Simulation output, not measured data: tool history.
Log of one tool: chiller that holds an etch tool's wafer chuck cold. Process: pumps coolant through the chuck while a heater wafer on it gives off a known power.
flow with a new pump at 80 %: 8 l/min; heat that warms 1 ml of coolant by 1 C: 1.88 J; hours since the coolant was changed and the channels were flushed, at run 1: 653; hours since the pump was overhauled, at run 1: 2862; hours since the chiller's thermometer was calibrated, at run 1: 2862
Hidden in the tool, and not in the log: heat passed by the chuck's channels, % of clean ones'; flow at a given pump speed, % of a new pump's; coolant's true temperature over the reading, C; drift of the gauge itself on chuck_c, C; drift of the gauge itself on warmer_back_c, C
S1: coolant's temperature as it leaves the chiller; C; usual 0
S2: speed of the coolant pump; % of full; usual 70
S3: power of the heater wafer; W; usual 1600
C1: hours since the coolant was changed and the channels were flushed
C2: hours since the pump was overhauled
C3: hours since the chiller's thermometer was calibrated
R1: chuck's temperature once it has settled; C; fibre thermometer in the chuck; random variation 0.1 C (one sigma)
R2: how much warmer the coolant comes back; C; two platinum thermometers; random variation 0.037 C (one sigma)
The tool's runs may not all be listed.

Run 1, hour 0: usual settings; C1 653; C2 2862; C3 2862. Result: R1 17.6 C, R2 7.78 C.
Run 2, hour 59.7: usual settings; C1 713; C2 2922; C3 2922. Result: R1 17.5 C, R2 7.78 C.
Run 3, hour 106: usual settings; C1 759; C2 2968; C3 2968. Result: R1 17.4 C, R2 7.82 C.
Run 4, hour 156.8: usual settings; C1 810; C2 3019; C3 3019. Result: R1 17.6 C, R2 7.85 C.
Run 5, hour 213.9: usual settings; C1 867; C2 3076; C3 3076. Result: R1 17.7 C, R2 7.84 C.
Run 6, hour 252.1: usual settings; C1 906; C2 3114; C3 3114. Result: R1 17.6 C, R2 7.81 C.
At hour 259.2: chiller's thermometer calibrated.
Run 7, hour 302: usual settings; C1 954; C2 3163; C3 43. Result: R1 17.4 C, R2 7.9 C.
Run 8, hour 344.3: usual settings; C1 997; C2 3205; C3 85. Result: R1 17.5 C, R2 7.75 C.
Run 9, hour 389.8: usual settings but S1 -9 C; C1 1042; C2 3251; C3 131. Result: R1 8.3 C, R2 7.87 C.
Run 10, hour 434.6: usual settings but S1 -5 C, S2 98 % of full; C1 1087; C2 3295; C3 175. Result: R1 8.3 C, R2 5.59 C.
At hour 474.5: chiller's thermometer calibrated, once more.
Run 11, hour 496.2: usual settings but S1 2 C, S2 98 % of full, S3 2041 W; C1 1148; C2 3356; C3 22. Result: R1 19.8 C, R2 7.11 C.
Run 12, hour 556.1: usual settings but S1 -1 C, S2 98 % of full, S3 2041 W; C1 1207; C2 3416; C3 82. Result: R1 16.8 C, R2 7.24 C.

Forecast each of these 3 alternatives for the next run:
Run A, hour 586.3: usual settings but S1 -3 C, S2 81 % of full, S3 979 W; C1 1238; C2 3446; C3 112. Result: R1 ?, R2 ?.
Run B, hour 586.3: usual settings but S1 -9 C, S2 76 % of full, S3 975 W; C1 1238; C2 3446; C3 112. Result: R1 ?, R2 ?.
Run C, hour 586.3: usual settings but S1 6 C, S2 86 % of full, S3 1643 W; C1 1238; C2 3446; C3 112. Result: R1 ?, R2 ?.

run    R1    R2
  A   6.7  4.18
  B   1.3  4.47
  C  21.9  6.52
Without the tool's hidden state the same runs would have given:
run    R1    R2
  A     6  3.88
  B   0.5  4.15
  C  20.6  6.05

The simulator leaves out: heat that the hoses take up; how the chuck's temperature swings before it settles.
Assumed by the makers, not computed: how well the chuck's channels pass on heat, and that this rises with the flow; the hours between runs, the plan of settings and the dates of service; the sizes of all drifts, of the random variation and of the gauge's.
